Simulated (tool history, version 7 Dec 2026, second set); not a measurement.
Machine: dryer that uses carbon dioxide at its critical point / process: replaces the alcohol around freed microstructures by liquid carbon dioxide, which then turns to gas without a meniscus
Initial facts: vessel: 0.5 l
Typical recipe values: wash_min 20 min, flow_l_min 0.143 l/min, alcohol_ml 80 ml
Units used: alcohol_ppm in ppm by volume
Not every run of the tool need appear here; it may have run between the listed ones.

run,day,wash_min,flow_l_min,alcohol_ml,alcohol_ppm
1,0.000,20,0.143,80,4570
2,0.454,20,0.143,80,4542
3,0.775,20,0.143,80,4674
# day 1.204: inlet filter changed
4,1.521,20,0.143,27,993
5,2.188,20,0.143,105,3933
6,2.854,20,0.143,105,3886
7,3.175,20,0.143,105,3957
8,3.529,20,0.143,105,4006
9,4.000,20,0.143,24,983
10,4.642,20,0.143,24,1011
11,4.946,20,0.205,80,614
12,5.350,20,0.205,80,617
13,6.096,20,0.205,80,640
14,6.700,17,0.143,80,6101
# day 7.033: purifier's bed changed
15,7.158,20,0.143,80,3340
16,7.908,20,0.165,80,1861
17,8.225,16,0.170,36,1835
18,8.583,12,0.184,33,3398
19,9.125,12,0.184,33,3403
20,9.783,12,0.184,33,3439
21,10.292,26,0.190,51,151
22,10.658,20,0.215,34,228
23,11.312,20,0.152,80,3073
24,11.971,22,0.143,80,2691
25,12.725,19,0.143,43,2623
26,13.054,30,0.093,78,4525
27,13.471,13,0.143,37,6879
28,14.175,20,0.143,68,3481
29,14.529,20,0.143,68,3602

For some of the steps in alcohol_ppm from one run to the next: how much would appear even if the tool had no hidden state, given the settings, what came in and random variation, and how much remains for the hidden state plus any gauge scatter that the measured result and the result without hidden state don't share?
The hidden state here: flow that reaches the vessel past the clogged filter, %; alcohol in the recycled carbon dioxide, ppm; drift of the gauge itself on alcohol_ppm, %.
Run 3 -> 4: alcohol_ml 80 -> 27, inlet filter changed. alcohol_ppm -3681 ppm by volume: hidden state -1832, all else -1849.
Run 13 -> 14: wash_min 20 -> 17, flow_l_min 0.205 -> 0.143. alcohol_ppm +5461 ppm by volume: hidden state +703, all else +4758.
Run 22 -> 23: flow_l_min 0.215 -> 0.152, alcohol_ml 34 -> 80. alcohol_ppm +2845 ppm by volume: hidden state +795, all else +2050.
